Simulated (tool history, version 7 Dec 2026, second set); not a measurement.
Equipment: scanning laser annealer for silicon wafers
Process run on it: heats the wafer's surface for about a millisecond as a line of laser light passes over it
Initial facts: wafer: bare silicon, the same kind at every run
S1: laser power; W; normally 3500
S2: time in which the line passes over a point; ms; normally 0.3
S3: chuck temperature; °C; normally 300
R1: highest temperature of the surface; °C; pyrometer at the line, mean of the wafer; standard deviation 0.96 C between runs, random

Run 1, hour 0: usual settings. Result: R1 1083.7 °C.
Run 2, hour 21.8: usual settings. Result: R1 1086.3 °C.
Run 3, hour 46.4: usual settings. Result: R1 1085.1 °C.
Run 4, hour 73.6: usual settings. Result: R1 1087.4 °C.
Run 5, hour 93.4: usual settings but S2 0.297 ms. Result: R1 1081.2 °C.
Run 6, hour 118.9: usual settings but S2 0.297 ms. Result: R1 1082.1 °C.
Run 7, hour 142.4: usual settings but S2 0.297 ms. Result: R1 1079.7 °C.
Run 8, hour 172.3: usual settings but S2 0.297 ms, S3 336 °C. Result: R1 1117.7 °C.
Run 9, hour 188.9: usual settings but S2 0.297 ms, S3 336 °C. Result: R1 1117.2 °C.
Run 10, hour 215.1: usual settings but S1 3279 W, S2 0.224 ms, S3 287 °C. Result: R1 914.9 °C.
Run 11, hour 237.1: usual settings but S1 3621 W, S2 0.336 ms, S3 331 °C. Result: R1 1193.8 °C.
Run 12, hour 270.8: usual settings but S1 3593 W, S2 0.358 ms, S3 291 °C. Result: R1 1179.3 °C.
Run 13, hour 287.7: usual settings but S1 3593 W, S2 0.358 ms, S3 291 °C. Result: R1 1179.2 °C.
Run 14, hour 309.4: usual settings but S1 3248 W, S2 0.249 ms, S3 282 °C. Result: R1 940.1 °C.
Run 15, hour 339.1: usual settings but S1 3248 W, S2 0.249 ms, S3 282 °C. Result: R1 939.4 °C.
Run 16, hour 368.2: usual settings but S1 3366 W, S2 0.246 ms. Result: R1 979.3 °C.
Run 17, hour 391.7: usual settings but S1 3366 W, S2 0.246 ms. Result: R1 978.9 °C.
Run 18, hour 418.9: usual settings but S1 3267 W. Result: R1 1032.1 °C.

Below are 3 alternative next runs, each starting from the tool's condition after run 18. Predict each:
Run A, hour 438.9: usual settings but S1 3152 W, S3 315 °C. Result: R1 ?.
Run B, hour 438.9: usual settings but S1 3622 W, S2 0.243 ms, S3 319 °C. Result: R1 ?.
Run C, hour 438.9: usual settings but S1 3423 W, S2 0.345 ms, S3 323 °C. Result: R1 ?.

run      R1
  A  1022.4
  B  1043.6
  C  1151.7
Without the tool's hidden state the same runs would have given:
run      R1
  A  1022.9
  B  1044.1
  C  1152.3

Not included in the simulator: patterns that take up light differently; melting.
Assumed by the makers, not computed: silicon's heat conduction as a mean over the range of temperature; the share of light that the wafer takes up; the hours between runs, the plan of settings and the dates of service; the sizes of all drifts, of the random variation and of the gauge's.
